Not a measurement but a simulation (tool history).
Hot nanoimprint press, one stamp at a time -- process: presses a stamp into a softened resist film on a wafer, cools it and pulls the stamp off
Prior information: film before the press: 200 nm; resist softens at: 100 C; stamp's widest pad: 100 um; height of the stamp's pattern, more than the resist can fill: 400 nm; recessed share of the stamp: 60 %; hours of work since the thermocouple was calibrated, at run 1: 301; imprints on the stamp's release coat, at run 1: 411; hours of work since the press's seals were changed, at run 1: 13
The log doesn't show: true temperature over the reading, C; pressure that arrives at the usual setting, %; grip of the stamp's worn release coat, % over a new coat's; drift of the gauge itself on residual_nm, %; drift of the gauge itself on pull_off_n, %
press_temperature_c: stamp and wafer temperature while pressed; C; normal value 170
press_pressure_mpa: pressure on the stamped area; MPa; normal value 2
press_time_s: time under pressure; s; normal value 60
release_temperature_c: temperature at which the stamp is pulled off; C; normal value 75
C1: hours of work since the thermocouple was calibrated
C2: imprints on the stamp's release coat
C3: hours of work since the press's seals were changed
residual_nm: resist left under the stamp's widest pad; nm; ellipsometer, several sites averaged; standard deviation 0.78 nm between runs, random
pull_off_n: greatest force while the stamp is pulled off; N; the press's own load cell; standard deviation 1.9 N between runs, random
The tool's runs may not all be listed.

Run 1, hour 0: usual settings; C1 301; C2 411; C3 13. Result: residual_nm 100.8 nm, pull_off_n 152 N.
Run 2, hour 43.8: usual settings; C1 319; C2 510; C3 31. Result: residual_nm 100.5 nm, pull_off_n 157 N.
Run 3, hour 106.1: usual settings; C1 346; C2 652; C3 58. Result: residual_nm 100.2 nm, pull_off_n 153 N.
At hour 130.5: stamp cleaned and given a new release coat.
Run 4, hour 153.2: usual settings but release_temperature_c 79 C; C1 363; C2 51; C3 75. Result: residual_nm 100.7 nm, pull_off_n 150 N.
Run 5, hour 222.1: usual settings; C1 392; C2 208; C3 105. Result: residual_nm 100.5 nm, pull_off_n 154 N.
Run 6, hour 293.4: usual settings; C1 423; C2 369; C3 135. Result: residual_nm 100.8 nm, pull_off_n 155 N.
Run 7, hour 380.5: usual settings; C1 460; C2 567; C3 172. Result: residual_nm 99.9 nm, pull_off_n 156 N.
Run 8, hour 430.1: usual settings; C1 481; C2 680; C3 193. Result: residual_nm 100.4 nm, pull_off_n 153 N.
At hour 440.6: plate thermocouple calibrated.
At hour 446.6: stamp cleaned and given a new release coat.
Run 9, hour 498.2: usual settings but press_time_s 51 s; C1 22; C2 117; C3 218. Result: residual_nm 106.3 nm, pull_off_n 155 N.
Run 10, hour 564.2: usual settings but press_time_s 51 s; C1 50; C2 267; C3 246. Result: residual_nm 104.6 nm, pull_off_n 156 N.
Run 11, hour 608.3: usual settings but press_pressure_mpa 1.4 MPa; C1 69; C2 367; C3 265. Result: residual_nm 116.4 nm, pull_off_n 153 N.
Run 12, hour 671.7: usual settings but press_pressure_mpa 1.4 MPa; C1 96; C2 511; C3 292. Result: residual_nm 118.4 nm, pull_off_n 155 N.
Run 13, hour 712.5: usual settings; C1 113; C2 603; C3 309. Result: residual_nm 101.3 nm, pull_off_n 153 N.
At hour 760.6: stamp cleaned and given a new release coat.
Run 14, hour 800.5: usual settings; C1 148; C2 90; C3 344. Result: residual_nm 100.6 nm, pull_off_n 151 N.
Run 15, hour 865.9: usual settings; C1 175; C2 239; C3 371. Result: residual_nm 100.1 nm, pull_off_n 154 N.
Run 16, hour 935.1: usual settings but press_pressure_mpa 2.7 MPa, release_temperature_c 74 C; C1 205; C2 396; C3 401. Result: residual_nm 86.3 nm, pull_off_n 153 N.
Run 17, hour 1021: usual settings but press_pressure_mpa 2.7 MPa, release_temperature_c 74 C; C1 241; C2 591; C3 437. Result: residual_nm 86.8 nm, pull_off_n 157 N.
At hour 1072.7: stamp cleaned and given a new release coat.
Run 18, hour 1108.2: usual settings but press_pressure_mpa 2.02 MPa, release_temperature_c 74 C; C1 276; C2 81; C3 472. Result: residual_nm 99.3 nm, pull_off_n 152 N.
Run 19, hour 1180.6: usual settings but press_temperature_c 167 C, press_pressure_mpa 2.06 MPa, press_time_s 30 s, release_temperature_c 68 C; C1 306; C2 245; C3 502. Result: residual_nm 133.4 nm, pull_off_n 169 N.
Run 20, hour 1266.4: usual settings but press_temperature_c 178 C, press_pressure_mpa 2.26 MPa, press_time_s 106 s, release_temperature_c 68 C; C1 343; C2 440; C3 539. Result: residual_nm 57.7 nm, pull_off_n 168 N.
Run 21, hour 1331.7: usual settings but press_time_s 38 s, release_temperature_c 83 C; C1 370; C2 588; C3 566. Result: residual_nm 116 nm, pull_off_n 144 N.
Run 22, hour 1370.1: usual settings but press_time_s 38 s, release_temperature_c 83 C; C1 387; C2 675; C3 583. Result: residual_nm 116.8 nm, pull_off_n 142 N.
At hour 1381.4: stamp cleaned and given a new release coat.
Run 23, hour 1441.9: usual settings; C1 415; C2 137; C3 611. Result: residual_nm 100.9 nm, pull_off_n 152 N.
Run 24, hour 1490.6: usual settings; C1 435; C2 248; C3 631. Result: residual_nm 100 nm, pull_off_n 154 N.
Run 25, hour 1549.3: usual settings; C1 460; C2 381; C3 656. Result: residual_nm 101.3 nm, pull_off_n 150 N.
At hour 1606.6: plate thermocouple calibrated.
Run 26, hour 1614.6: usual settings but press_temperature_c 163 C, press_time_s 57 s; C1 3; C2 522; C3 683. Result: residual_nm 128.1 nm, pull_off_n 152 N.
At hour 1696: stamp cleaned and given a new release coat.
Run 27, hour 1696: usual settings but press_temperature_c 163 C, press_time_s 57 s; C1 35; C2 0; C3 715. Result: residual_nm 129.2 nm, pull_off_n 151 N.
Run 28, hour 1753.2: usual settings but press_temperature_c 180 C, press_time_s 57 s; C1 60; C2 130; C3 739. Result: residual_nm 73.4 nm, pull_off_n 153 N.
Run 29, hour 1801.9: usual settings but press_temperature_c 180 C, press_time_s 57 s; C1 80; C2 240; C3 760. Result: residual_nm 73 nm, pull_off_n 153 N.

Forecast each of these 5 alternatives for the next run:
Run A, hour 1845.5: usual settings but press_pressure_mpa 1.21 MPa; C1 99; C2 339; C3 778. Result: residual_nm ?, pull_off_n ?.
Run B, hour 1845.5: usual settings but press_temperature_c 180 C, press_time_s 68 s; C1 99; C2 339; C3 778. Result: residual_nm ?, pull_off_n ?.
Run C, hour 1845.5: usual settings but press_temperature_c 166 C, press_pressure_mpa 1.42 MPa, release_temperature_c 61 C; C1 99; C2 339; C3 778. Result: residual_nm ?, pull_off_n ?.
Run D, hour 1845.5: usual settings but press_temperature_c 172 C, press_pressure_mpa 1.7 MPa, release_temperature_c 62 C; C1 99; C2 339; C3 778. Result: residual_nm ?, pull_off_n ?.
Run E, hour 1845.5: usual settings but press_temperature_c 165 C, release_temperature_c 64 C; C1 99; C2 339; C3 778. Result: residual_nm ?, pull_off_n ?.

run  residual_nm  pull_off_n
  A        127.3         157
  B         68.3         156
  C          131         181
  D        102.3         175
  E        118.6         173
With no hidden state in the tool, these same runs would have given:
run  residual_nm  pull_off_n
  A        127.1         157
  B         68.2         155
  C        130.9         181
  D        102.1         175
  E        118.5         172

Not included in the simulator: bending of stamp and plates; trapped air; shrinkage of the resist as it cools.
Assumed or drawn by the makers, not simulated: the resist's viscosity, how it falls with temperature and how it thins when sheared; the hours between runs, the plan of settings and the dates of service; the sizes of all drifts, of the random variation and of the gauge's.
